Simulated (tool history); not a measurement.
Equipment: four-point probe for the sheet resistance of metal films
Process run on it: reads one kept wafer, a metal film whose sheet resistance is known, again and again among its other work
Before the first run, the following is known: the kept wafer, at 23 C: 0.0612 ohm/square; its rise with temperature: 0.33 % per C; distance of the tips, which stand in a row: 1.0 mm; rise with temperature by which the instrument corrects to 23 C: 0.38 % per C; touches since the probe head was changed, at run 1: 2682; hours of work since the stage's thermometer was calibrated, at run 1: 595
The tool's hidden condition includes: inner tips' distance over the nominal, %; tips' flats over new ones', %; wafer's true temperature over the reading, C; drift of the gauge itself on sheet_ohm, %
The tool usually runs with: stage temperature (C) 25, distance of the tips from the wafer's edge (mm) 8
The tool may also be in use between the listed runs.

run   hour  stage temperature (C)  distance of the tips from the wafer's edge (mm)  touches since the probe head was changed  hours of work since the stage's thermometer was calibrated  sheet resistance as the instrument gives it (ohm/square)
  1      0                     25                                                8                                      2682                                                         595                                                  0.061994
  2   10.9                     33                                                8                                      2850                                                         600                                                  0.061776
  3   21.6                     33                                                8                                      3014                                                         604                                                  0.061748
  4   40.7                     33                                                8                                      3307                                                         612                                                  0.061762
  5   56.3                     33                                                8                                      3547                                                         619                                                  0.061779
  6   74.9                     33                                                8                                      3832                                                         627                                                  0.061779
  7     88                     33                                                3                                      4034                                                         632                                                  0.064707
  8   97.4                     25                                                8                                      4178                                                         636                                                  0.061977
  9  111.4                     32                                                8                                      4392                                                         642                                                  0.061785
 10  127.6                     32                                                8                                      4642                                                         649                                                  0.061813
 11  148.1                     32                                               15                                      4957                                                         657                                                  0.061446
 12  165.5                     32                                               15                                      5224                                                         665                                                  0.061455
 13  177.2                     25                                                8                                      5403                                                         670                                                  0.062017
 14  194.9                     25                                                8                                      5675                                                         677                                                  0.061992

The next listed run, before its measurement:
     196.4  -- stage's thermometer calibrated
 15  212.9                     18                                                8                                      5944                                                           7                                                         ?

{"run 15": {"sheet resistance as the instrument gives it (ohm/square)": 0.062222}}
With the hidden condition absent and the run-to-run variation left alone, this run would have shown sheet resistance as the instrument gives it (ohm/square) 0.061845.
